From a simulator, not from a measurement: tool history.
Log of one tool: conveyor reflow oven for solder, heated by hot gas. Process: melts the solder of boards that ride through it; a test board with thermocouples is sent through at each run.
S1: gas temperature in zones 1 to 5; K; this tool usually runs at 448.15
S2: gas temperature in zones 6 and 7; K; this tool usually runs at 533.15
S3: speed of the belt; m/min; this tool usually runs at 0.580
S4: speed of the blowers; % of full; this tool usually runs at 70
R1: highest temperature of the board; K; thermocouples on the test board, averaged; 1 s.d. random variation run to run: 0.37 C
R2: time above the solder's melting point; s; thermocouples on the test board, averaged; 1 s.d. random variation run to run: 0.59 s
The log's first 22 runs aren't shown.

run 23 day=18.567 | S1=456.15 S2=541.15 S3=0.628 S4=56 | R1=516.95 R2=50.3
run 24 day=19.667 | S1=456.15 S2=541.15 S3=0.628 S4=56 | R1=517.95 R2=50.7
run 25 day=20.692 | S1=456.15 S2=536.15 S3=0.628 S4=84 | R1=520.55 R2=56.7
-- day=21.383 flux residue cleaned out of gas plates and filters
run 26 day=21.383 | S1=456.15 S2=536.15 S3=0.628 S4=84 | R1=522.85 R2=59.4
run 27 day=22.088 | S1=456.15 S2=536.15 S3=0.628 S4=84 | R1=522.75 R2=59.8
run 28 day=22.754 | S1=449.15 S2=535.15 S3=0.525 S4=53 | R1=518.65 R2=62.1
run 29 day=23.646 | S1=449.15 S2=535.15 S3=0.525 S4=53 | R1=518.65 R2=62.6
run 30 day=24.371 | S1=453.15 S2=543.15 S3=0.466 S4=71 | R1=533.85 R2=89.1

Below are 4 alternative next runs, each starting from the tool's condition after run 30. Predict each:
run A day=24.979 | S1=453.15 S2=536.15 S3=0.481 S4=71 | R1=? R2=?
run B day=24.979 | S1=433.15 S2=528.15 S3=0.580 S4=70 | R1=? R2=?
run C day=24.979 | S1=448.15 S2=533.15 S3=0.580 S4=84 | R1=? R2=?
run D day=24.979 | S1=448.15 S2=533.15 S3=0.580 S4=78 | R1=? R2=?

run=A R1=526.55 R2=81.7
run=B R1=510.45 R2=42.9
run=C R1=520.85 R2=59.9
run=D R1=520.05 R2=58.1
Without the tool's unlogged condition, the same runs would have read:
run=A R1=524.55 R2=78.8
run=B R1=508.55 R2=39.7
run=C R1=518.95 R2=57.3
run=D R1=518.15 R2=55.4

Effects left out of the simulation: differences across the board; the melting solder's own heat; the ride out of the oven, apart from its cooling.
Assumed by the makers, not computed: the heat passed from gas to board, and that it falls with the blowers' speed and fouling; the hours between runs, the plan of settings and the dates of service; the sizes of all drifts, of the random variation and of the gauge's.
